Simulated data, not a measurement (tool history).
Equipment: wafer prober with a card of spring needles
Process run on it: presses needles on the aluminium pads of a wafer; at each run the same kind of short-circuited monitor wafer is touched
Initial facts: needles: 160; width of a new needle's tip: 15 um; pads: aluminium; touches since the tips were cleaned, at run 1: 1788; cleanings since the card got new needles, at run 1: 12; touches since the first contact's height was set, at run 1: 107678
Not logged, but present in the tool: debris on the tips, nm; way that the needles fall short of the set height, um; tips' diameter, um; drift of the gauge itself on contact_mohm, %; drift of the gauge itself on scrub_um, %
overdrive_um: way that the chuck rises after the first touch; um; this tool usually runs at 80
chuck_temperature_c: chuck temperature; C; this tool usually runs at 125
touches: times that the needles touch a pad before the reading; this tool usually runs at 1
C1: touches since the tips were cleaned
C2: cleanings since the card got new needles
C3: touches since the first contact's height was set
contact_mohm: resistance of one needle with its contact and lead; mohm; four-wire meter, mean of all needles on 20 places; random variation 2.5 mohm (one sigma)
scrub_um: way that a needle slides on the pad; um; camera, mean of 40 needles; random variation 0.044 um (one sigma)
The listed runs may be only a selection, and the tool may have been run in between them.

{"run": 1, "hour": 0.0, "overdrive_um": 80, "chuck_temperature_c": 125, "touches": 1, "C1": 1788, "C2": 12, "C3": 107678, "contact_mohm": 284, "scrub_um": 11.71}
{"run": 2, "hour": 15.6, "overdrive_um": 80, "chuck_temperature_c": 125, "touches": 1, "C1": 6994, "C2": 12, "C3": 112884, "contact_mohm": 285, "scrub_um": 11.78}
{"hour": 17.2, "done": "tips cleaned on abrasive film"}
{"run": 3, "hour": 31.7, "overdrive_um": 80, "chuck_temperature_c": 90, "touches": 1, "C1": 4802, "C2": 13, "C3": 118190, "contact_mohm": 272, "scrub_um": 11.74}
{"hour": 39.9, "done": "tips cleaned on abrasive film"}
{"run": 4, "hour": 47.8, "overdrive_um": 80, "chuck_temperature_c": 90, "touches": 1, "C1": 2610, "C2": 14, "C3": 123518, "contact_mohm": 276, "scrub_um": 11.76}
{"hour": 62.4, "done": "tips cleaned on abrasive film"}
{"run": 5, "hour": 62.4, "overdrive_um": 80, "chuck_temperature_c": 90, "touches": 1, "C1": 0, "C2": 15, "C3": 128346, "contact_mohm": 273, "scrub_um": 11.69}
{"run": 6, "hour": 77.6, "overdrive_um": 80, "chuck_temperature_c": 125, "touches": 2, "C1": 5092, "C2": 15, "C3": 133438, "contact_mohm": 283, "scrub_um": 11.67}
{"hour": 85.2, "done": "tips cleaned on abrasive film"}
{"run": 7, "hour": 90.1, "overdrive_um": 80, "chuck_temperature_c": 31, "touches": 1, "C1": 1608, "C2": 16, "C3": 137540, "contact_mohm": 256, "scrub_um": 11.69}
{"run": 8, "hour": 101.8, "overdrive_um": 80, "chuck_temperature_c": 31, "touches": 1, "C1": 5520, "C2": 16, "C3": 141452, "contact_mohm": 258, "scrub_um": 11.68}
{"hour": 108.3, "done": "tips cleaned on abrasive film"}
{"run": 9, "hour": 116.4, "overdrive_um": 80, "chuck_temperature_c": 31, "touches": 1, "C1": 2690, "C2": 17, "C3": 146284, "contact_mohm": 259, "scrub_um": 11.72}
{"run": 10, "hour": 125.5, "overdrive_um": 80, "chuck_temperature_c": 125, "touches": 1, "C1": 5707, "C2": 17, "C3": 149301, "contact_mohm": 286, "scrub_um": 11.67}
{"hour": 130.8, "done": "tips cleaned on abrasive film"}
{"run": 11, "hour": 140.5, "overdrive_um": 80, "chuck_temperature_c": 125, "touches": 1, "C1": 3226, "C2": 18, "C3": 154274, "contact_mohm": 285, "scrub_um": 11.7}
{"run": 12, "hour": 147.7, "overdrive_um": 76, "chuck_temperature_c": 125, "touches": 1, "C1": 5628, "C2": 18, "C3": 156676, "contact_mohm": 287, "scrub_um": 11.15}
{"hour": 153.9, "done": "tips cleaned on abrasive film"}
{"run": 13, "hour": 159.7, "overdrive_um": 80, "chuck_temperature_c": 29, "touches": 2, "C1": 1948, "C2": 19, "C3": 160639, "contact_mohm": 258, "scrub_um": 11.66}
{"run": 14, "hour": 175.4, "overdrive_um": 87, "chuck_temperature_c": 125, "touches": 2, "C1": 7184, "C2": 19, "C3": 165875, "contact_mohm": 284, "scrub_um": 12.73}
{"hour": 176.9, "done": "tips cleaned on abrasive film"}
{"run": 15, "hour": 187.6, "overdrive_um": 78, "chuck_temperature_c": 117, "touches": 3, "C1": 3587, "C2": 20, "C3": 169902, "contact_mohm": 282, "scrub_um": 11.49}
{"run": 16, "hour": 195.9, "overdrive_um": 71, "chuck_temperature_c": 116, "touches": 1, "C1": 6343, "C2": 20, "C3": 172658, "contact_mohm": 286, "scrub_um": 10.42}
{"hour": 199.7, "done": "tips cleaned on abrasive film"}
{"hour": 200.0, "done": "height of the first contact set anew"}
{"run": 17, "hour": 207.7, "overdrive_um": 80, "chuck_temperature_c": 27, "touches": 2, "C1": 2577, "C2": 21, "C3": 2577, "contact_mohm": 257, "scrub_um": 11.71}
{"run": 18, "hour": 219.4, "overdrive_um": 91, "chuck_temperature_c": 27, "touches": 3, "C1": 6452, "C2": 21, "C3": 6452, "contact_mohm": 256, "scrub_um": 13.32}
{"hour": 223.0, "done": "tips cleaned on abrasive film"}
{"run": 19, "hour": 228.4, "overdrive_um": 91, "chuck_temperature_c": 71, "touches": 3, "C1": 1809, "C2": 22, "C3": 9425, "contact_mohm": 267, "scrub_um": 13.34}
{"run": 20, "hour": 238.6, "overdrive_um": 91, "chuck_temperature_c": 71, "touches": 3, "C1": 5200, "C2": 22, "C3": 12816, "contact_mohm": 268, "scrub_um": 13.33}
{"hour": 246.5, "done": "tips cleaned on abrasive film"}
{"run": 21, "hour": 248.8, "overdrive_um": 91, "chuck_temperature_c": 71, "touches": 3, "C1": 791, "C2": 23, "C3": 16201, "contact_mohm": 265, "scrub_um": 13.37}
{"run": 22, "hour": 262.1, "overdrive_um": 90, "chuck_temperature_c": 34, "touches": 3, "C1": 5212, "C2": 23, "C3": 20622, "contact_mohm": 258, "scrub_um": 13.15}
{"hour": 268.9, "done": "tips cleaned on abrasive film"}
{"run": 23, "hour": 278.4, "overdrive_um": 90, "chuck_temperature_c": 68, "touches": 3, "C1": 3192, "C2": 24, "C3": 26029, "contact_mohm": 267, "scrub_um": 13.11}

Here are 3 independent what-if runs from the current tool condition. What would each one return?
{"run": "A", "hour": 290.5, "overdrive_um": 95, "chuck_temperature_c": 107, "touches": 1, "C1": 7210, "C2": 24, "C3": 30047, "contact_mohm": "?", "scrub_um": "?"}
{"run": "B", "hour": 290.5, "overdrive_um": 92, "chuck_temperature_c": 29, "touches": 1, "C1": 7210, "C2": 24, "C3": 30047, "contact_mohm": "?", "scrub_um": "?"}
{"run": "C", "hour": 290.5, "overdrive_um": 90, "chuck_temperature_c": 30, "touches": 3, "C1": 7210, "C2": 24, "C3": 30047, "contact_mohm": "?", "scrub_um": "?"}

run=A contact_mohm=281 scrub_um=13.97
run=B contact_mohm=259 scrub_um=13.49
run=C contact_mohm=255 scrub_um=13.16
The same runs, with their run-to-run variation unchanged, on a tool lacking any hidden condition would have given:
run=A contact_mohm=279 scrub_um=13.98
run=B contact_mohm=258 scrub_um=13.50
run=C contact_mohm=255 scrub_um=13.17
